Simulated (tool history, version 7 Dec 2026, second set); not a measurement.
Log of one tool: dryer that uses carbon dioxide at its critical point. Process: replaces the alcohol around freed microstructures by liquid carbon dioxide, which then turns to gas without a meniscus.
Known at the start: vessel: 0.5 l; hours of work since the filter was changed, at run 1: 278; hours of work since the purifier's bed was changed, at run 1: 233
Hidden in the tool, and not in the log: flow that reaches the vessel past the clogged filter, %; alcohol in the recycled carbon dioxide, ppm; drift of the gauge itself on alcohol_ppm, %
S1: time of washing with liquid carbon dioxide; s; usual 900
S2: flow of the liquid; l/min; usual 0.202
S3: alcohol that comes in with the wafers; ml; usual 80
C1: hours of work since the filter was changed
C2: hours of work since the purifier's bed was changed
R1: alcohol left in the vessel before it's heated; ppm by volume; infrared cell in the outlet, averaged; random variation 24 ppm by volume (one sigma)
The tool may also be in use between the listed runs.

Run 1, hour 0: usual settings; C1 278; C2 233. Result: R1 3158 ppm by volume.
Run 2, hour 6.7: usual settings but S3 91 ml; C1 283; C2 238. Result: R1 3495 ppm by volume.
Run 3, hour 15.2: usual settings but S3 91 ml; C1 289; C2 244. Result: R1 3702 ppm by volume.
Run 4, hour 24.3: usual settings but S2 0.262 l/min; C1 296; C2 251. Result: R1 1095 ppm by volume.
Run 5, hour 32.7: usual settings; C1 303; C2 257. Result: R1 3326 ppm by volume.
Run 6, hour 42.3: usual settings; C1 310; C2 264. Result: R1 3364 ppm by volume.
Run 7, hour 46.8: usual settings but S3 62 ml; C1 313; C2 268. Result: R1 2602 ppm by volume.
Run 8, hour 54.4: usual settings but S3 62 ml; C1 319; C2 273. Result: R1 2583 ppm by volume.
Run 9, hour 63.2: usual settings but S3 62 ml; C1 325; C2 280. Result: R1 2673 ppm by volume.
Run 10, hour 74: usual settings; C1 333; C2 288. Result: R1 3545 ppm by volume.
Run 11, hour 84.2: usual settings; C1 341; C2 295. Result: R1 3576 ppm by volume.
At hour 94: inlet filter changed.
Run 12, hour 95.5: usual settings; C1 1; C2 303. Result: R1 1580 ppm by volume.
Run 13, hour 101.3: usual settings; C1 5; C2 308. Result: R1 1622 ppm by volume.
Run 14, hour 107.7: usual settings; C1 10; C2 312. Result: R1 1626 ppm by volume.
Run 15, hour 114.4: usual settings; C1 15; C2 317. Result: R1 1626 ppm by volume.
Run 16, hour 121.5: usual settings; C1 21; C2 323. Result: R1 1644 ppm by volume.
Run 17, hour 126.7: usual settings but S1 1020 s; C1 24; C2 326. Result: R1 935 ppm by volume.
Run 18, hour 133: usual settings but S1 960 s; C1 29; C2 331. Result: R1 1260 ppm by volume.
Run 19, hour 142: usual settings; C1 36; C2 338. Result: R1 1733 ppm by volume.
Run 20, hour 149.2: usual settings but S3 84 ml; C1 41; C2 343. Result: R1 1851 ppm by volume.
Run 21, hour 155.4: usual settings but S3 84 ml; C1 46; C2 348. Result: R1 1845 ppm by volume.
Run 22, hour 163.6: usual settings but S3 92 ml; C1 52; C2 354. Result: R1 2071 ppm by volume.
Run 23, hour 171.9: usual settings but S2 0.14 l/min, S3 50 ml; C1 58; C2 360. Result: R1 4203 ppm by volume.
Run 24, hour 182.1: usual settings but S2 0.14 l/min, S3 50 ml; C1 66; C2 368. Result: R1 4368 ppm by volume.
Run 25, hour 190: usual settings but S1 1260 s, S2 0.14 l/min, S3 32 ml; C1 72; C2 374. Result: R1 852 ppm by volume.
Run 26, hour 201: usual settings but S1 1260 s, S2 0.334 l/min, S3 39 ml; C1 80; C2 382. Result: R1 46 ppm by volume.
Run 27, hour 208.4: usual settings but S2 0.191 l/min; C1 85; C2 388. Result: R1 2431 ppm by volume.
Run 28, hour 218.3: usual settings but S2 0.264 l/min, S3 28 ml; C1 93; C2 395. Result: R1 220 ppm by volume.
Run 29, hour 227.8: usual settings but S1 1140 s, S2 0.323 l/min, S3 23 ml; C1 100; C2 402. Result: R1 58 ppm by volume.
Run 30, hour 233.2: usual settings but S1 780 s, S2 0.14 l/min, S3 118 ml; C1 104; C2 406. Result: R1 16468 ppm by volume.
Run 31, hour 242.4: usual settings but S1 1140 s, S2 0.231 l/min, S3 32 ml; C1 111; C2 413. Result: R1 164 ppm by volume.
Run 32, hour 251.5: usual settings but S1 1140 s, S2 0.332 l/min, S3 32 ml; C1 118; C2 420. Result: R1 66 ppm by volume.
Run 33, hour 261.6: usual settings but S1 1140 s, S2 0.332 l/min, S3 32 ml; C1 125; C2 427. Result: R1 70 ppm by volume.
Run 34, hour 267.2: usual settings but S1 600 s, S2 0.234 l/min, S3 90 ml; C1 129; C2 432. Result: R1 6492 ppm by volume.
Run 35, hour 274.7: usual settings but S3 82 ml; C1 135; C2 437. Result: R1 2260 ppm by volume.
Run 36, hour 284.9: usual settings but S1 720 s, S2 0.251 l/min, S3 92 ml; C1 143; C2 445. Result: R1 2680 ppm by volume.
Run 37, hour 293.3: usual settings but S2 0.124 l/min; C1 149; C2 451. Result: R1 11177 ppm by volume.
Run 38, hour 301.2: usual settings but S2 0.252 l/min; C1 155; C2 457. Result: R1 840 ppm by volume.
Run 39, hour 308.3: usual settings but S2 0.252 l/min; C1 160; C2 462. Result: R1 867 ppm by volume.
Run 40, hour 317.2: usual settings but S1 600 s, S2 0.252 l/min; C1 167; C2 469. Result: R1 4835 ppm by volume.
Run 41, hour 324.3: usual settings but S1 660 s, S2 0.223 l/min, S3 31 ml; C1 172; C2 474. Result: R1 2048 ppm by volume.
Run 42, hour 332.8: usual settings but S2 0.222 l/min, S3 38 ml; C1 179; C2 481. Result: R1 827 ppm by volume.
Run 43, hour 342.4: usual settings but S1 1200 s, S2 0.198 l/min, S3 31 ml; C1 186; C2 488. Result: R1 311 ppm by volume.
Run 44, hour 348.8: usual settings but S1 1200 s, S2 0.198 l/min, S3 31 ml; C1 190; C2 493. Result: R1 318 ppm by volume.

5 ways to go on from here, each from the tool as it stands after run 44. What would each give?
Run A, hour 356.1: usual settings but S1 540 s, S2 0.291 l/min, S3 77 ml; C1 196; C2 498. Result: R1 ?.
Run B, hour 356.1: usual settings but S1 720 s; C1 196; C2 498. Result: R1 ?.
Run C, hour 356.1: usual settings but S1 780 s, S2 0.315 l/min; C1 196; C2 498. Result: R1 ?.
Run D, hour 356.1: usual settings but S1 960 s, S2 0.198 l/min, S3 31 ml; C1 196; C2 498. Result: R1 ?.
Run E, hour 356.1: usual settings but S2 0.128 l/min; C1 196; C2 498. Result: R1 ?.

run     R1
  A   4372
  B   5623
  C    677
  D    840
  E  11278
Without the tool's hidden state the same runs would have given:
run    R1
  A  2900
  B  3836
  C   339
  D   483
  E  8319

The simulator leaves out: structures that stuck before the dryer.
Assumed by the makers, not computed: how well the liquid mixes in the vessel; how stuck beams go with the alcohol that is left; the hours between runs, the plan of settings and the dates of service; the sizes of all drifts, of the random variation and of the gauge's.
